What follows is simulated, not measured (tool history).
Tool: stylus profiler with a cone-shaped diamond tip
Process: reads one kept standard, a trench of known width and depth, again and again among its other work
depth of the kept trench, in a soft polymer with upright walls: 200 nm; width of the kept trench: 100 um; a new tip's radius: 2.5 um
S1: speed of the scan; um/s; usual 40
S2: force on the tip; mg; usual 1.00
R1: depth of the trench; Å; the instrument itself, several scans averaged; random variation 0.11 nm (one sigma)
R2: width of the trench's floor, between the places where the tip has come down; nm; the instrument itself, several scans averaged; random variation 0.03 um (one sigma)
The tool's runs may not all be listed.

{"run": 1, "hour": 0.0, "S1": 40, "S2": 1.0, "R1": 2018.6, "R2": 97500}
{"run": 2, "hour": 16.7, "S1": 23, "S2": 1.0, "R1": 2022.4, "R2": 97640}
{"run": 3, "hour": 51.0, "S1": 38, "S2": 1.0, "R1": 2020.6, "R2": 97480}
{"run": 4, "hour": 78.9, "S1": 138, "S2": 1.0, "R1": 2021.3, "R2": 96520}
{"run": 5, "hour": 100.7, "S1": 138, "S2": 1.0, "R1": 2021.3, "R2": 96520}
{"run": 6, "hour": 123.3, "S1": 138, "S2": 1.0, "R1": 2019.9, "R2": 96570}
{"run": 7, "hour": 140.1, "S1": 40, "S2": 0.81, "R1": 2015.7, "R2": 97380}
{"run": 8, "hour": 174.6, "S1": 40, "S2": 0.81, "R1": 2017.9, "R2": 97470}
{"run": 9, "hour": 210.5, "S1": 40, "S2": 0.81, "R1": 2019.0, "R2": 97430}
{"run": 10, "hour": 248.6, "S1": 40, "S2": 0.81, "R1": 2019.6, "R2": 97370}
{"run": 11, "hour": 267.7, "S1": 26, "S2": 1.34, "R1": 2022.3, "R2": 97590}
{"run": 12, "hour": 300.6, "S1": 138, "S2": 1.98, "R1": 2028.6, "R2": 96940}
{"hour": 302.7, "done": "height scale calibrated on a step standard"}
{"run": 13, "hour": 329.4, "S1": 138, "S2": 1.98, "R1": 2031.8, "R2": 96920}
{"run": 14, "hour": 359.0, "S1": 32, "S2": 0.51, "R1": 2021.8, "R2": 97380}
{"run": 15, "hour": 387.0, "S1": 19, "S2": 1.0, "R1": 2026.0, "R2": 97510}
{"run": 16, "hour": 412.8, "S1": 14, "S2": 0.52, "R1": 2022.4, "R2": 97620}
{"run": 17, "hour": 450.4, "S1": 155, "S2": 2.55, "R1": 2038.9, "R2": 96910}
{"run": 18, "hour": 474.4, "S1": 144, "S2": 0.88, "R1": 2025.0, "R2": 96290}
{"hour": 491.4, "done": "height scale calibrated on a step standard, once more"}
{"run": 19, "hour": 502.4, "S1": 144, "S2": 0.38, "R1": 2008.0, "R2": 95600}
{"run": 20, "hour": 528.9, "S1": 40, "S2": 0.4, "R1": 2007.1, "R2": 97180}

Forecast each of these 3 alternatives for the next run:
{"run": "A", "hour": 561.4, "S1": 10, "S2": 0.59, "R1": "?", "R2": "?"}
{"run": "B", "hour": 561.4, "S1": 11, "S2": 1.33, "R1": "?", "R2": "?"}
{"run": "C", "hour": 561.4, "S1": 38, "S2": 1.0, "R1": "?", "R2": "?"}

run=A R1=2008.7 R2=97670
run=B R1=2016.3 R2=97690
run=C R1=2014.1 R2=97380
Without the tool's hidden state the same runs would have given:
run=A R1=2008.9 R2=97930
run=B R1=2016.5 R2=97950
run=C R1=2014.3 R2=97640
